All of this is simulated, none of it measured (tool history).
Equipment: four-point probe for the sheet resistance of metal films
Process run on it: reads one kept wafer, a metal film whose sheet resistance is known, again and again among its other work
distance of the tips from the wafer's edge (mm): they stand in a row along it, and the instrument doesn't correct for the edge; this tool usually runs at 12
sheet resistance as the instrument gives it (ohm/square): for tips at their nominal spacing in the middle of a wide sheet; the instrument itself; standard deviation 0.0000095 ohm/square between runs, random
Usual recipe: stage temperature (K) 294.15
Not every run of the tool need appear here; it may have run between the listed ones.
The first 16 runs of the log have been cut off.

run	hour	stage temperature (K)	distance of the tips from the wafer's edge (mm)	touches since the probe head was changed	hours of work since the stage's thermometer was calibrated	sheet resistance as the instrument gives it (ohm/square)
17	663.5	294.15	39	59234	1452	0.047226
18	695.8	294.15	39	60641	1468	0.047189
19	725.4	295.15	39	61929	1483	0.047245
20	752.7	295.15	39	63119	1496	0.047245
21	800.4	295.15	39	65192	1520	0.047238
22	856.6	295.15	39	67639	1548	0.047238
23	894.9	295.15	39	69305	1567	0.047242
24	949.7	295.15	9	71689	1594	0.047297
25	1011.4	294.15	8	74376	1625	0.047297
# hour 1032.3: new probe head fitted
26	1046.9	294.15	8	634	1642	0.047307
27	1083.2	294.15	3	2217	1660	0.047918
28	1125.2	294.15	3	4044	1681	0.047901
29	1161.0	293.15	5	5602	1699	0.047407
30	1200.0	293.15	5	7297	1718	0.047417
31	1238.8	303.15	11	8987	1737	0.047621
32	1286.1	303.15	8	11048	1761	0.047666
33	1338.9	297.15	10	13345	1787	0.047407

What will run 34 give?
34	1388.6	298.15	6	15509	1812	?

sheet resistance as the instrument gives it (ohm/square): 0.047566
On a tool with no hidden condition, and with the same random variation, this run would have come out at sheet resistance as the instrument gives it (ohm/square) 0.047574.

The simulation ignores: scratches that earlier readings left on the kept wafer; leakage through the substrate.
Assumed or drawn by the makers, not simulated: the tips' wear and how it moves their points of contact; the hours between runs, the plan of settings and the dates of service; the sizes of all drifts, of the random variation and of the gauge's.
